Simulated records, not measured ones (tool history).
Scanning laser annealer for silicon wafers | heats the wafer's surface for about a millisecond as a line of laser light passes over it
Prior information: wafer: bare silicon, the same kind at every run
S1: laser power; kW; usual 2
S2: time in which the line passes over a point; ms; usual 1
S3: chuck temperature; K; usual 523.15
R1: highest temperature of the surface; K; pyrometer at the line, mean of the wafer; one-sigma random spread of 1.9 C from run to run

| run | hour | S1 | S2 | S3 | R1 |
|---|---|---|---|---|---|
| 1 | 0 | 2 | 1 | 523.15 | 1319.15 |
| 2 | 19.6 | 2 | 1 | 523.15 | 1319.15 |
| 3 | 31.4 | 2 | 1 | 523.15 | 1318.15 |
| 4 | 50 | 2 | 1 | 523.15 | 1316.15 |
| 5 | 58.8 | 2 | 0.7 | 523.15 | 1205.15 |
| 6 | 69.8 | 2 | 0.89 | 523.15 | 1278.15 |
| 7 | 80.6 | 2 | 1 | 523.15 | 1316.15 |
| 8 | 95.8 | 2 | 1 | 523.15 | 1317.15 |
| 9 | 105.6 | 2 | 1 | 497.15 | 1289.15 |
|  | 115.1 | window over the wafer cleaned |
| 10 | 116.2 | 2 | 1 | 497.15 | 1320.15 |
| 11 | 127.6 | 2 | 1 | 523.15 | 1345.15 |
| 12 | 140.2 | 2 | 1 | 523.15 | 1344.15 |
| 13 | 151.3 | 2 | 1 | 523.15 | 1346.15 |
| 14 | 170.3 | 2 | 1.17 | 523.15 | 1404.15 |
| 15 | 181.1 | 2 | 1.17 | 523.15 | 1401.15 |
| 16 | 192.6 | 2 | 1.17 | 523.15 | 1401.15 |
| 17 | 212.1 | 2 | 1.17 | 523.15 | 1402.15 |
| 18 | 230 | 2 | 1 | 523.15 | 1343.15 |
| 19 | 242 | 2 | 1 | 523.15 | 1342.15 |
| 20 | 257.5 | 1.874 | 0.87 | 523.15 | 1229.15 |
| 21 | 271.8 | 1.968 | 1.13 | 490.15 | 1336.15 |
| 22 | 288.3 | 1.968 | 0.89 | 539.15 | 1299.15 |
| 23 | 300.3 | 1.968 | 0.89 | 539.15 | 1296.15 |
| 24 | 311.7 | 1.968 | 0.89 | 539.15 | 1296.15 |
| 25 | 326.9 | 1.968 | 0.89 | 539.15 | 1296.15 |
| 26 | 344.6 | 1.826 | 1.08 | 510.15 | 1257.15 |
| 27 | 360.1 | 1.826 | 0.79 | 486.15 | 1137.15 |
| 28 | 379.4 | 1.788 | 1.17 | 487.15 | 1238.15 |
| 29 | 396.1 | 2.114 | 0.86 | 545.15 | 1362.15 |
| 30 | 411.9 | 2.068 | 1.04 | 534.15 | 1395.15 |
| 31 | 421.6 | 2.133 | 1 | 506.15 | 1385.15 |
| 32 | 437.7 | 2.102 | 0.72 | 496.15 | 1240.15 |
| 33 | 450.5 | 2.102 | 0.72 | 496.15 | 1243.15 |
| 34 | 466 | 2.152 | 1.24 | 487.15 | 1464.15 |
| 35 | 477.1 | 2.103 | 0.92 | 508.15 | 1338.15 |
| 36 | 491.3 | 2.103 | 0.92 | 508.15 | 1338.15 |

Predict each of these 5 candidate next runs independently; none follows another, all start after run 36:
| A | 502.8 | 2.175 | 1 | 558.15 | ? |
| B | 502.8 | 2 | 1 | 489.15 | ? |
| C | 502.8 | 1.714 | 0.9 | 508.15 | ? |
| D | 502.8 | 2 | 0.91 | 488.15 | ? |
| E | 502.8 | 1.977 | 1.05 | 497.15 | ? |

| run | R1 |
|---|---|
| A | 1457.15 |
| B | 1295.15 |
| C | 1144.15 |
| D | 1262.15 |
| E | 1310.15 |
Had the tool no hidden state, the same runs would have come out as:
| run | R1 |
|---|---|
| A | 1488.15 |
| B | 1323.15 |
| C | 1166.15 |
| D | 1289.15 |
| E | 1338.15 |
